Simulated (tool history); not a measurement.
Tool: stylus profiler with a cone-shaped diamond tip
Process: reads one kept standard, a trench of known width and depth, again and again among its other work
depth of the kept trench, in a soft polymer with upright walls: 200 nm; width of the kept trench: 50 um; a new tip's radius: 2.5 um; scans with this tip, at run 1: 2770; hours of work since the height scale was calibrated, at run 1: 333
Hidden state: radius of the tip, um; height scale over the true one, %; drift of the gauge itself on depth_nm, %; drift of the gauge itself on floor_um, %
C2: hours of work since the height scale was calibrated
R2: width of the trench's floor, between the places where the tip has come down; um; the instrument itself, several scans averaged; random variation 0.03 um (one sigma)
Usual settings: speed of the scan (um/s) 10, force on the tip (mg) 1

run 1 day=0 | speed_of_the_scan_(um/s)=10 force_on_the_tip_(mg)=1 | scans_with_this_tip=2770 C2=333 | depth_of_the_trench_(Å)=2008.8 R2=47.89
run 2 day=1.017 | speed_of_the_scan_(um/s)=10 force_on_the_tip_(mg)=1 | scans_with_this_tip=2900 C2=349 | depth_of_the_trench_(Å)=2007.7 R2=47.86
run 3 day=1.775 | speed_of_the_scan_(um/s)=10 force_on_the_tip_(mg)=1 | scans_with_this_tip=2997 C2=360 | depth_of_the_trench_(Å)=2009.1 R2=47.87
run 4 day=2.504 | speed_of_the_scan_(um/s)=10 force_on_the_tip_(mg)=0.59 | scans_with_this_tip=3090 C2=371 | depth_of_the_trench_(Å)=2004.7 R2=47.89
run 5 day=3.375 | speed_of_the_scan_(um/s)=10 force_on_the_tip_(mg)=0.59 | scans_with_this_tip=3201 C2=385 | depth_of_the_trench_(Å)=2005.3 R2=47.87
run 6 day=4.25 | speed_of_the_scan_(um/s)=10 force_on_the_tip_(mg)=1 | scans_with_this_tip=3313 C2=398 | depth_of_the_trench_(Å)=2008.6 R2=47.86
run 7 day=5.125 | speed_of_the_scan_(um/s)=6 force_on_the_tip_(mg)=1 | scans_with_this_tip=3424 C2=412 | depth_of_the_trench_(Å)=2007.2 R2=47.89
run 8 day=6.192 | speed_of_the_scan_(um/s)=10 force_on_the_tip_(mg)=1.65 | scans_with_this_tip=3560 C2=428 | depth_of_the_trench_(Å)=2012.6 R2=47.87
run 9 day=7.275 | speed_of_the_scan_(um/s)=10 force_on_the_tip_(mg)=1.65 | scans_with_this_tip=3698 C2=445 | depth_of_the_trench_(Å)=2011.4 R2=47.86
run 10 day=7.792 | speed_of_the_scan_(um/s)=10 force_on_the_tip_(mg)=1 | scans_with_this_tip=3764 C2=452 | depth_of_the_trench_(Å)=2007.5 R2=47.89
run 11 day=8.438 | speed_of_the_scan_(um/s)=10 force_on_the_tip_(mg)=1 | scans_with_this_tip=3847 C2=462 | depth_of_the_trench_(Å)=2008.1 R2=47.88
run 12 day=9.442 | speed_of_the_scan_(um/s)=10 force_on_the_tip_(mg)=1 | scans_with_this_tip=3975 C2=478 | depth_of_the_trench_(Å)=2006.8 R2=47.89
run 13 day=10.017 | speed_of_the_scan_(um/s)=10 force_on_the_tip_(mg)=1.13 | scans_with_this_tip=4048 C2=487 | depth_of_the_trench_(Å)=2008.4 R2=47.94
-- day=10.142 height scale calibrated on a step standard
run 14 day=10.725 | speed_of_the_scan_(um/s)=10 force_on_the_tip_(mg)=1.13 | scans_with_this_tip=4136 C2=9 | depth_of_the_trench_(Å)=2007.6 R2=47.85
run 15 day=11.738 | speed_of_the_scan_(um/s)=3 force_on_the_tip_(mg)=1.13 | scans_with_this_tip=4265 C2=24 | depth_of_the_trench_(Å)=2007.6 R2=47.86
run 16 day=12.25 | speed_of_the_scan_(um/s)=10 force_on_the_tip_(mg)=0.66 | scans_with_this_tip=4331 C2=32 | depth_of_the_trench_(Å)=2004.6 R2=47.79
run 17 day=13.196 | speed_of_the_scan_(um/s)=10 force_on_the_tip_(mg)=1 | scans_with_this_tip=4451 C2=47 | depth_of_the_trench_(Å)=2005.1 R2=47.88
run 18 day=13.733 | speed_of_the_scan_(um/s)=10 force_on_the_tip_(mg)=1 | scans_with_this_tip=4520 C2=55 | depth_of_the_trench_(Å)=2005.7 R2=47.83
run 19 day=14.825 | speed_of_the_scan_(um/s)=10 force_on_the_tip_(mg)=1 | scans_with_this_tip=4659 C2=72 | depth_of_the_trench_(Å)=2006.8 R2=47.8
run 20 day=15.462 | speed_of_the_scan_(um/s)=10 force_on_the_tip_(mg)=1 | scans_with_this_tip=4741 C2=82 | depth_of_the_trench_(Å)=2005.5 R2=47.84
run 21 day=16.267 | speed_of_the_scan_(um/s)=10 force_on_the_tip_(mg)=1 | scans_with_this_tip=4843 C2=94 | depth_of_the_trench_(Å)=2005.5 R2=47.81
-- day=16.696 height scale calibrated on a step standard, once more
run 22 day=16.862 | speed_of_the_scan_(um/s)=10 force_on_the_tip_(mg)=1 | scans_with_this_tip=4916 C2=3 | depth_of_the_trench_(Å)=2009.7 R2=47.78
run 23 day=17.404 | speed_of_the_scan_(um/s)=10 force_on_the_tip_(mg)=1 | scans_with_this_tip=4985 C2=11 | depth_of_the_trench_(Å)=2009.6 R2=47.81
run 24 day=18.479 | speed_of_the_scan_(um/s)=10 force_on_the_tip_(mg)=1 | scans_with_this_tip=5123 C2=27 | depth_of_the_trench_(Å)=2010.1 R2=47.8
run 25 day=19.158 | speed_of_the_scan_(um/s)=23 force_on_the_tip_(mg)=1.63 | scans_with_this_tip=5210 C2=38 | depth_of_the_trench_(Å)=2012.2 R2=47.77
run 26 day=20.2 | speed_of_the_scan_(um/s)=8 force_on_the_tip_(mg)=1.61 | scans_with_this_tip=5343 C2=54 | depth_of_the_trench_(Å)=2013.8 R2=47.84
run 27 day=21.4 | speed_of_the_scan_(um/s)=8 force_on_the_tip_(mg)=1.61 | scans_with_this_tip=5495 C2=72 | depth_of_the_trench_(Å)=2013.1 R2=47.82
run 28 day=22 | speed_of_the_scan_(um/s)=21 force_on_the_tip_(mg)=0.6 | scans_with_this_tip=5572 C2=81 | depth_of_the_trench_(Å)=2005.2 R2=47.68
run 29 day=22.858 | speed_of_the_scan_(um/s)=21 force_on_the_tip_(mg)=0.6 | scans_with_this_tip=5682 C2=95 | depth_of_the_trench_(Å)=2005.1 R2=47.71
run 30 day=24.058 | speed_of_the_scan_(um/s)=16 force_on_the_tip_(mg)=0.49 | scans_with_this_tip=5834 C2=113 | depth_of_the_trench_(Å)=2005.7 R2=47.77
run 31 day=24.758 | speed_of_the_scan_(um/s)=16 force_on_the_tip_(mg)=0.49 | scans_with_this_tip=5924 C2=124 | depth_of_the_trench_(Å)=2004.7 R2=47.76
run 32 day=25.775 | speed_of_the_scan_(um/s)=16 force_on_the_tip_(mg)=1.33 | scans_with_this_tip=6054 C2=139 | depth_of_the_trench_(Å)=2011.2 R2=47.79
run 33 day=26.608 | speed_of_the_scan_(um/s)=23 force_on_the_tip_(mg)=0.81 | scans_with_this_tip=6160 C2=152 | depth_of_the_trench_(Å)=2007.1 R2=47.71
run 34 day=27.45 | speed_of_the_scan_(um/s)=10 force_on_the_tip_(mg)=0.65 | scans_with_this_tip=6267 C2=165 | depth_of_the_trench_(Å)=2007.2 R2=47.79
run 35 day=28.304 | speed_of_the_scan_(um/s)=3 force_on_the_tip_(mg)=1 | scans_with_this_tip=6376 C2=178 | depth_of_the_trench_(Å)=2008.2 R2=47.81
run 36 day=29.221 | speed_of_the_scan_(um/s)=3 force_on_the_tip_(mg)=0.64 | scans_with_this_tip=6493 C2=192 | depth_of_the_trench_(Å)=2005.3 R2=47.83
run 37 day=29.912 | speed_of_the_scan_(um/s)=3 force_on_the_tip_(mg)=0.64 | scans_with_this_tip=6582 C2=203 | depth_of_the_trench_(Å)=2005.7 R2=47.79
run 38 day=30.804 | speed_of_the_scan_(um/s)=30 force_on_the_tip_(mg)=1.26 | scans_with_this_tip=6695 C2=216 | depth_of_the_trench_(Å)=2010.1 R2=47.69
run 39 day=31.858 | speed_of_the_scan_(um/s)=16 force_on_the_tip_(mg)=0.74 | scans_with_this_tip=6830 C2=233 | depth_of_the_trench_(Å)=2006.8 R2=47.7
run 40 day=32.779 | speed_of_the_scan_(um/s)=3 force_on_the_tip_(mg)=0.38 | scans_with_this_tip=6947 C2=247 | depth_of_the_trench_(Å)=2004.1 R2=47.81
run 41 day=33.679 | speed_of_the_scan_(um/s)=3 force_on_the_tip_(mg)=0.38 | scans_with_this_tip=7062 C2=260 | depth_of_the_trench_(Å)=2004 R2=47.79
run 42 day=34.321 | speed_of_the_scan_(um/s)=16 force_on_the_tip_(mg)=0.83 | scans_with_this_tip=7144 C2=270 | depth_of_the_trench_(Å)=2006.4 R2=47.77
run 43 day=35.338 | speed_of_the_scan_(um/s)=13 force_on_the_tip_(mg)=2.83 | scans_with_this_tip=7274 C2=286 | depth_of_the_trench_(Å)=2019.5 R2=47.78
run 44 day=36.362 | speed_of_the_scan_(um/s)=19 force_on_the_tip_(mg)=0.99 | scans_with_this_tip=7405 C2=302 | depth_of_the_trench_(Å)=2007.3 R2=47.67
run 45 day=37.579 | speed_of_the_scan_(um/s)=3 force_on_the_tip_(mg)=0.92 | scans_with_this_tip=7560 C2=320 | depth_of_the_trench_(Å)=2007.5 R2=47.77
run 46 day=38.654 | speed_of_the_scan_(um/s)=36 force_on_the_tip_(mg)=1 | scans_with_this_tip=7697 C2=337 | depth_of_the_trench_(Å)=2007.5 R2=47.67

Some steps in depth of the trench (Å) between neighbouring runs. How much of each would the tool show without its hidden state too (settings, what came in, random variation), and how much is left for the hidden state, with any gauge scatter that isn't in both results?
Run 13 -> 14: height scale calibrated on a step standard. depth of the trench (Å) -0.8: hidden state -0.9, all else +0.1.
Run 21 -> 22: height scale calibrated on a step standard, once more. depth of the trench (Å) +4.2: hidden state +3.5, all else +0.7.
Run 27 -> 28: speed of the scan (um/s) 8 -> 21, force on the tip (mg) 1.61 -> 0.6. depth of the trench (Å) -7.9: hidden state -0.1, all else -7.8.
Run 29 -> 30: speed of the scan (um/s) 21 -> 16, force on the tip (mg) 0.6 -> 0.49. depth of the trench (Å) +0.6: hidden state -0.2, all else +0.8.
Run 42 -> 43: speed of the scan (um/s) 16 -> 13, force on the tip (mg) 0.83 -> 2.83. depth of the trench (Å) +13.1: hidden state -0.1, all else +13.2.
Run 43 -> 44: speed of the scan (um/s) 13 -> 19, force on the tip (mg) 2.83 -> 0.99. depth of the trench (Å) -12.2: hidden state -0.1, all else -12.1.
